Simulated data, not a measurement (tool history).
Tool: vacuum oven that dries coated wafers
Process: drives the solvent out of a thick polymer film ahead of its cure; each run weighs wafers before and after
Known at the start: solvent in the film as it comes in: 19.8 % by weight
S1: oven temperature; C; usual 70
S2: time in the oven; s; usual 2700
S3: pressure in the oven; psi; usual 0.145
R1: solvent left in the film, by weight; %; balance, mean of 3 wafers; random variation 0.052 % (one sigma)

{"run": 1, "hour": 0.0, "S1": 70, "S2": 2700, "S3": 0.145, "R1": 1.46}
{"run": 2, "hour": 12.2, "S1": 70, "S2": 2700, "S3": 0.145, "R1": 1.56}
{"run": 3, "hour": 21.2, "S1": 70, "S2": 2220, "S3": 0.145, "R1": 1.94}
{"run": 4, "hour": 32.6, "S1": 70, "S2": 2220, "S3": 0.145, "R1": 1.99}
{"run": 5, "hour": 40.3, "S1": 70, "S2": 2220, "S3": 0.145, "R1": 1.99}
{"run": 6, "hour": 52.4, "S1": 70, "S2": 2220, "S3": 0.145, "R1": 1.87}
{"run": 7, "hour": 58.7, "S1": 70, "S2": 2220, "S3": 0.145, "R1": 1.88}
{"run": 8, "hour": 68.6, "S1": 70, "S2": 2220, "S3": 0.145, "R1": 1.92}
{"run": 9, "hour": 74.8, "S1": 70, "S2": 2700, "S3": 0.145, "R1": 1.47}
{"run": 10, "hour": 80.9, "S1": 70, "S2": 2700, "S3": 0.145, "R1": 1.44}
{"run": 11, "hour": 86.7, "S1": 70, "S2": 2700, "S3": 0.145, "R1": 1.4}
{"run": 12, "hour": 95.7, "S1": 70, "S2": 2700, "S3": 0.145, "R1": 1.47}
{"run": 13, "hour": 107.0, "S1": 68, "S2": 2700, "S3": 0.145, "R1": 1.92}
{"run": 14, "hour": 117.1, "S1": 70, "S2": 2700, "S3": 0.145, "R1": 1.44}
{"run": 15, "hour": 124.2, "S1": 70, "S2": 2700, "S3": 0.145, "R1": 1.43}
{"run": 16, "hour": 136.3, "S1": 70, "S2": 4140, "S3": 0.145, "R1": 1.02}
{"run": 17, "hour": 143.7, "S1": 70, "S2": 4140, "S3": 0.145, "R1": 0.99}
{"run": 18, "hour": 152.2, "S1": 70, "S2": 4140, "S3": 0.145, "R1": 0.97}
{"run": 19, "hour": 157.4, "S1": 70, "S2": 2700, "S3": 0.145, "R1": 1.51}
{"run": 20, "hour": 162.5, "S1": 70, "S2": 2700, "S3": 0.145, "R1": 1.48}
{"run": 21, "hour": 167.6, "S1": 70, "S2": 2700, "S3": 0.145, "R1": 1.52}
{"run": 22, "hour": 173.3, "S1": 85, "S2": 2700, "S3": 0.145, "R1": 0.48}
{"run": 23, "hour": 178.8, "S1": 85, "S2": 2700, "S3": 0.145, "R1": 0.39}
{"run": 24, "hour": 184.0, "S1": 56, "S2": 1680, "S3": 0.551, "R1": 11.28}
{"run": 25, "hour": 192.2, "S1": 65, "S2": 2700, "S3": 0.145, "R1": 2.6}
{"run": 26, "hour": 203.5, "S1": 65, "S2": 2700, "S3": 0.145, "R1": 2.59}
{"run": 27, "hour": 215.2, "S1": 65, "S2": 2700, "S3": 0.145, "R1": 2.61}
{"run": 28, "hour": 222.4, "S1": 65, "S2": 2700, "S3": 0.145, "R1": 2.65}
{"run": 29, "hour": 232.3, "S1": 63, "S2": 2580, "S3": 0.094, "R1": 3.14}
{"run": 30, "hour": 240.5, "S1": 63, "S2": 2580, "S3": 0.094, "R1": 2.96}
{"hour": 243.0, "done": "vacuum gauge cleaned of residue and calibrated"}
{"run": 31, "hour": 250.9, "S1": 63, "S2": 2580, "S3": 0.094, "R1": 3.01}
{"run": 32, "hour": 257.7, "S1": 79, "S2": 1500, "S3": 0.145, "R1": 1.15}
{"hour": 264.5, "done": "vacuum gauge cleaned of residue and calibrated, once more"}
{"run": 33, "hour": 271.0, "S1": 64, "S2": 3660, "S3": 0.145, "R1": 1.91}
{"run": 34, "hour": 277.4, "S1": 64, "S2": 3660, "S3": 0.145, "R1": 1.9}
{"run": 35, "hour": 283.7, "S1": 77, "S2": 4260, "S3": 0.213, "R1": 0.92}
{"run": 36, "hour": 293.4, "S1": 82, "S2": 1620, "S3": 0.215, "R1": 0.92}
{"run": 37, "hour": 299.7, "S1": 75, "S2": 1560, "S3": 0.241, "R1": 2.17}
{"run": 38, "hour": 306.6, "S1": 75, "S2": 1560, "S3": 0.241, "R1": 2.09}
{"run": 39, "hour": 313.1, "S1": 60, "S2": 1500, "S3": 0.154, "R1": 7.37}
{"run": 40, "hour": 320.4, "S1": 70, "S2": 1980, "S3": 0.173, "R1": 2.41}
{"run": 41, "hour": 328.5, "S1": 75, "S2": 2700, "S3": 0.136, "R1": 0.75}
{"run": 42, "hour": 338.1, "S1": 64, "S2": 1620, "S3": 0.222, "R1": 5.69}
{"run": 43, "hour": 346.5, "S1": 61, "S2": 2700, "S3": 0.41, "R1": 5.62}
{"run": 44, "hour": 356.4, "S1": 64, "S2": 2700, "S3": 0.077, "R1": 2.38}

The next listed run, before its measurement:
{"run": 45, "hour": 365.9, "S1": 81, "S2": 3660, "S3": 0.077, "R1": "?"}

R1: 0.24 %
Without the tool's hidden state the same run would have given R1 0.25 %.
